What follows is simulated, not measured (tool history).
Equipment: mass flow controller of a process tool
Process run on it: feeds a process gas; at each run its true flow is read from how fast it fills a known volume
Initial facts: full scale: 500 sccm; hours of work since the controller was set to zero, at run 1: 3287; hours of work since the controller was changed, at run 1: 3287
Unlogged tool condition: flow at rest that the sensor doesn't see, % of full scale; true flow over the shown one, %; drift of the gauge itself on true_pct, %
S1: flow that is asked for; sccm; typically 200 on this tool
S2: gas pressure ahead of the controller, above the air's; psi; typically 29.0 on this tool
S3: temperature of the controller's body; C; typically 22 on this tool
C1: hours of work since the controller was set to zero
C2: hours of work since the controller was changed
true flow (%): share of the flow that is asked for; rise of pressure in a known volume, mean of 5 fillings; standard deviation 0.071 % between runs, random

{"run": 1, "day": 0.0, "S1": 200, "S2": 29.0, "S3": 22, "C1": 3287, "C2": 3287, "true flow (%)": 100.08}
{"run": 2, "day": 3.583, "S1": 200, "S2": 29.0, "S3": 22, "C1": 3352, "C2": 3352, "true flow (%)": 99.96}
{"run": 3, "day": 7.521, "S1": 200, "S2": 29.0, "S3": 22, "C1": 3423, "C2": 3423, "true flow (%)": 99.82}
{"run": 4, "day": 10.45, "S1": 200, "S2": 37.1, "S3": 22, "C1": 3476, "C2": 3476, "true flow (%)": 100.09}
{"run": 5, "day": 14.471, "S1": 200, "S2": 29.0, "S3": 22, "C1": 3548, "C2": 3548, "true flow (%)": 99.44}
{"run": 6, "day": 16.725, "S1": 200, "S2": 29.0, "S3": 22, "C1": 3589, "C2": 3589, "true flow (%)": 99.42}
{"run": 7, "day": 20.742, "S1": 200, "S2": 29.0, "S3": 22, "C1": 3661, "C2": 3661, "true flow (%)": 99.28}
{"run": 8, "day": 26.217, "S1": 200, "S2": 29.0, "S3": 22, "C1": 3760, "C2": 3760, "true flow (%)": 99.19}
{"run": 9, "day": 29.525, "S1": 195, "S2": 32.5, "S3": 34, "C1": 3820, "C2": 3820, "true flow (%)": 98.14}
{"run": 10, "day": 33.588, "S1": 195, "S2": 24.8, "S3": 21, "C1": 3893, "C2": 3893, "true flow (%)": 98.85}
{"run": 11, "day": 37.688, "S1": 195, "S2": 24.8, "S3": 21, "C1": 3967, "C2": 3967, "true flow (%)": 98.81}
{"run": 12, "day": 41.788, "S1": 195, "S2": 24.8, "S3": 21, "C1": 4041, "C2": 4041, "true flow (%)": 98.63}
{"run": 13, "day": 46.496, "S1": 104, "S2": 30.9, "S3": 22, "C1": 4126, "C2": 4126, "true flow (%)": 98.54}
{"day": 49.983, "done": "gauge calibrated"}
{"run": 14, "day": 50.725, "S1": 104, "S2": 30.9, "S3": 22, "C1": 4202, "C2": 4202, "true flow (%)": 99.86}
{"run": 15, "day": 53.346, "S1": 104, "S2": 30.9, "S3": 22, "C1": 4249, "C2": 4249, "true flow (%)": 99.95}

Consider 3 possible next runs. They are alternatives, not a sequence: every one starts from the tool as it was left by run 15. What does each give?
{"run": "A", "day": 58.454, "S1": 61, "S2": 33.4, "S3": 22, "C1": 4341, "C2": 4341, "true flow (%)": "?"}
{"run": "B", "day": 58.454, "S1": 77, "S2": 25.8, "S3": 23, "C1": 4341, "C2": 4341, "true flow (%)": "?"}
{"run": "C", "day": 58.454, "S1": 210, "S2": 28.6, "S3": 22, "C1": 4341, "C2": 4341, "true flow (%)": "?"}

run=A true_flow_(%)=99.75
run=B true_flow_(%)=99.32
run=C true_flow_(%)=99.62
With no hidden state in the tool, these same runs would have given:
run=A true_flow_(%)=100.01
run=B true_flow_(%)=99.57
run=C true_flow_(%)=99.86
